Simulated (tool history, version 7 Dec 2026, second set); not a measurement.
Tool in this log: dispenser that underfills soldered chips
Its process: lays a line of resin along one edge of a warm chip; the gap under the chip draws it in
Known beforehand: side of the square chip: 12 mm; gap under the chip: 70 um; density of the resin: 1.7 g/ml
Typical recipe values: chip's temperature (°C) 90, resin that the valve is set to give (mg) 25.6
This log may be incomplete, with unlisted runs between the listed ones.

run	hour	chip's temperature (°C)	resin that the valve is set to give (mg)	time until the resin shows at the far edge (s)	resin that the valve gave (mg)
1	0	90	25.6	213.7	23.98
# hour 3.7: new syringe of resin
2	11.8	90	25.6	162.2	23.84
# hour 19.8: new syringe of resin
3	25.5	90	25.6	138	23.68
# hour 35.6: new syringe of resin
# hour 38.3: dispensing valve cleaned and set on the balance
4	39.6	90	25.6	121.1	25.65
5	46.7	90	25.6	180.8	25.66
# hour 52.3: new syringe of resin
6	56	90	31.3	120.6	30.9
# hour 68.4: new syringe of resin
7	70.3	77	31.3	156.2	30.59
8	78.4	77	31.3	248.2	30.55
# hour 85: new syringe of resin
9	87.8	77	31.3	173.2	30.72
10	98.7	77	31.3	312.5	30.63
# hour 101: new syringe of resin
11	104.8	77	31.3	177.4	30.36
# hour 117.4: new syringe of resin
12	118.6	90	25.6	110.5	24.69
13	129.9	90	30.4	203.7	29.47
# hour 133.9: new syringe of resin
14	136.2	90	30.4	113.2	29.03
15	142.9	78	26.6	233.7	25.53
# hour 149.6: new syringe of resin
16	155.8	75	32.5	219.3	31.27
# hour 165.4: new syringe of resin
17	169.6	77	33	178.7	31.1
18	176.1	82	29.2	227.6	27.73
# hour 181.1: new syringe of resin
19	185.6	85	23.8	151.4	22.5
# hour 197: new syringe of resin
20	200.2	85	26.2	140.7	24.38
21	212	86	32.2	257.5	29.94
# hour 212.9: new syringe of resin
# hour 218.7: dispensing valve cleaned and set on the balance
22	222.8	86	32.2	180.3	32.21
# hour 229.8: new syringe of resin
23	230.4	86	32.2	114.3	32.15
24	236.8	86	32.2	163.9	31.84
# hour 245.7: new syringe of resin
25	247.6	94	25.5	99.6	25.33
26	257.5	92	33.3	181.7	32.97

Forecast each of these 3 alternatives for the next run:
# hour 261.9: new syringe of resin
A	266.8	80	33.3	?	?
# hour 261.9: new syringe of resin
B	266.8	102	24.3	?	?
# hour 261.9: new syringe of resin
C	266.8	98	33.3	?	?

run	time until the resin shows at the far edge (s)	resin that the valve gave (mg)
A	170.7	32.67
B	97.1	23.76
C	105	32.69
Without the tool's hidden state the same runs would have given:
run	time until the resin shows at the far edge (s)	resin that the valve gave (mg)
A	133.4	33.37
B	75.3	24.27
C	81.8	33.4
